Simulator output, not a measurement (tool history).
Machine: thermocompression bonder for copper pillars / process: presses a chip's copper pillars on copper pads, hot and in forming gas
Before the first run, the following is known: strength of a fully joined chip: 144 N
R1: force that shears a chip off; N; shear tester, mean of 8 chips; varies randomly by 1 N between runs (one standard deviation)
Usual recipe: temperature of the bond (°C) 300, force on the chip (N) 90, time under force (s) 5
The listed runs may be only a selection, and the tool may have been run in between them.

Run 1, hour 0.0: usual settings. Result: R1 83.2 N.
Run 2, hour 10.3: usual settings. Result: R1 84.4 N.
Run 3, hour 18.6: usual settings. Result: R1 83.5 N.
Run 4, hour 28.1: usual settings. Result: R1 86.1 N.
Run 5, hour 47.1: usual settings. Result: R1 82.6 N.
Run 6, hour 66.2: usual settings. Result: R1 84.1 N.
Run 7, hour 78.2: usual settings. Result: R1 85.1 N.
Run 8, hour 94.4: usual settings but force on the chip (N) 114, time under force (s) 3. Result: R1 87.0 N.
Run 9, hour 103.0: usual settings but force on the chip (N) 114, time under force (s) 3. Result: R1 87.6 N.
Run 10, hour 111.5: usual settings but temperature of the bond (°C) 321, force on the chip (N) 114, time under force (s) 4. Result: R1 109.9 N.
Run 11, hour 126.4: usual settings but temperature of the bond (°C) 291, force on the chip (N) 117, time under force (s) 3. Result: R1 84.7 N.
Run 12, hour 134.2: usual settings but temperature of the bond (°C) 271, force on the chip (N) 94, time under force (s) 9. Result: R1 78.4 N.
Run 13, hour 148.0: usual settings but temperature of the bond (°C) 313. Result: R1 89.7 N.
Run 14, hour 167.3: usual settings but temperature of the bond (°C) 313. Result: R1 90.4 N.

Alternative continuations, all from the tool just after run 14; predict every row:
Run A, hour 185.0: usual settings but temperature of the bond (°C) 328, force on the chip (N) 92, time under force (s) 3. Result: R1 ?.
Run B, hour 185.0: usual settings but force on the chip (N) 58, time under force (s) 8. Result: R1 ?.
Run C, hour 185.0: usual settings but temperature of the bond (°C) 283, force on the chip (N) 72, time under force (s) 14. Result: R1 ?.
Run D, hour 185.0: usual settings but temperature of the bond (°C) 330, force on the chip (N) 103, time under force (s) 4. Result: R1 ?.
Run E, hour 185.0: usual settings but temperature of the bond (°C) 313, force on the chip (N) 116. Result: R1 ?.

run     R1
  A   90.1
  B   60.3
  C   79.2
  D  107.6
  E  108.0
Had the tool no hidden state, the same runs would have come out as:
run     R1
  A   99.2
  B   67.8
  C   88.6
  D  117.2
  E  117.8

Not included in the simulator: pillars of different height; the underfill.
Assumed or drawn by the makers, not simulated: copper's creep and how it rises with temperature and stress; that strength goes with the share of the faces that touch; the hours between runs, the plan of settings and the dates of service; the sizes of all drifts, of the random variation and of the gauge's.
